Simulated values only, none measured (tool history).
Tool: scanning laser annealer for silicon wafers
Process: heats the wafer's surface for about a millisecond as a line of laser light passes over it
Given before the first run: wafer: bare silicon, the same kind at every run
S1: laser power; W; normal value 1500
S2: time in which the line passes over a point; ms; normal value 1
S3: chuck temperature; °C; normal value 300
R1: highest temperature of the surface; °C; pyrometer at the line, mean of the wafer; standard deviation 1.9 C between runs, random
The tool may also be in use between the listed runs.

| run | hour | S1 | S2 | S3 | R1 |
|---|---|---|---|---|---|
| 1 | 0 | 1500 | 1 | 300 | 1058 |
| 2 | 71.9 | 1500 | 1 | 309 | 1065 |
| 3 | 129.3 | 1500 | 1 | 309 | 1059 |
| 4 | 166.4 | 1500 | 1 | 309 | 1063 |
| 5 | 222.4 | 1500 | 1 | 287 | 1038 |
|  | 254.3 | window over the wafer cleaned |
| 6 | 285.4 | 1500 | 1 | 317 | 1088 |
| 7 | 336.6 | 1500 | 1 | 317 | 1089 |
| 8 | 376.3 | 1500 | 1 | 300 | 1068 |
| 9 | 434.2 | 1500 | 1 | 300 | 1065 |
| 10 | 476.1 | 1285 | 1 | 300 | 932 |
| 11 | 529.3 | 1285 | 1 | 300 | 931 |
| 12 | 592.8 | 1285 | 1 | 300 | 927 |
| 13 | 649.7 | 1285 | 1 | 300 | 926 |
| 14 | 694.9 | 1285 | 1 | 300 | 927 |
| 15 | 741.4 | 1285 | 1 | 300 | 926 |
| 16 | 809.4 | 1285 | 1 | 300 | 923 |
| 17 | 883.1 | 1285 | 1 | 300 | 924 |
| 18 | 952.1 | 1480 | 0.87 | 330 | 1015 |
|  | 997.3 | optics aligned, line set to its width |
| 19 | 1001.5 | 1308 | 0.87 | 330 | 929 |

What will run 20 give?
| 20 | 1044.1 | 1301 | 1 | 306 | ? |

Run 20 measured R1 945 °C.
On a tool with no hidden condition, and with the same random variation, this run would have come out at R1 981 °C.

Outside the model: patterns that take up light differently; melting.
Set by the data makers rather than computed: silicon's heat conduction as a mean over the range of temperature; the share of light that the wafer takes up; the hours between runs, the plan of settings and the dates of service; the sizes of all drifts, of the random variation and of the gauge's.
